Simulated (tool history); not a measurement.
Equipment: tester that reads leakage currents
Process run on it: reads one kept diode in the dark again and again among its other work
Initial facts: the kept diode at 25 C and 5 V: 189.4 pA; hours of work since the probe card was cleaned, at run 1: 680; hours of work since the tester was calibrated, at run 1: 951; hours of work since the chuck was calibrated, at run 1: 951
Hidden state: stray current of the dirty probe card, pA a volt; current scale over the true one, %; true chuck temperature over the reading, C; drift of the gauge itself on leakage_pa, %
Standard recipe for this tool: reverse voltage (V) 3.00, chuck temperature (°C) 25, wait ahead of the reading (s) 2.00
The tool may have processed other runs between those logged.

run,hour,reverse voltage (V),chuck temperature (°C),wait ahead of the reading (s),hours of work since the probe card was cleaned,hours of work since the tester was calibrated,hours of work since the chuck was calibrated,current that the tester gives (pA)
1,0.0,3.00,25,2.00,680,951,951,129.82
# hour 147.1: chuck's temperature calibrated
2,242.4,3.00,27,2.00,854,1125,69,190.30
3,423.8,3.00,27,2.00,985,1256,200,185.67
4,580.4,3.00,27,2.00,1098,1369,313,181.97
5,850.8,3.00,27,2.00,1294,1565,509,175.39
6,1043.2,3.00,27,2.00,1433,1704,648,171.23
7,1173.4,3.00,57,2.00,1527,1798,742,2250.28
# hour 1187.9: tester calibrated
8,1434.7,3.73,23,2.00,1714,178,929,120.40
# hour 1609.2: chuck's temperature calibrated
9,1680.9,3.73,24,1.18,1891,355,52,158.07
10,1817.5,3.00,28,2.00,1989,454,151,207.44
# hour 2016.8: tester calibrated, once more
11,2022.5,3.00,28,2.00,2136,4,297,205.30

For each run, the measured value with the value that run would have given without the tool's hidden condition subtracted. The run-to-run variation is shared by both, the gauge scatter possibly not:
run,current that the tester gives (pA)
1,-28.19
2,-0.10
3,-4.63
4,-8.78
5,-15.30
6,-19.92
7,-297.56
8,-19.95
9,+2.89
10,-2.97
11,-5.27

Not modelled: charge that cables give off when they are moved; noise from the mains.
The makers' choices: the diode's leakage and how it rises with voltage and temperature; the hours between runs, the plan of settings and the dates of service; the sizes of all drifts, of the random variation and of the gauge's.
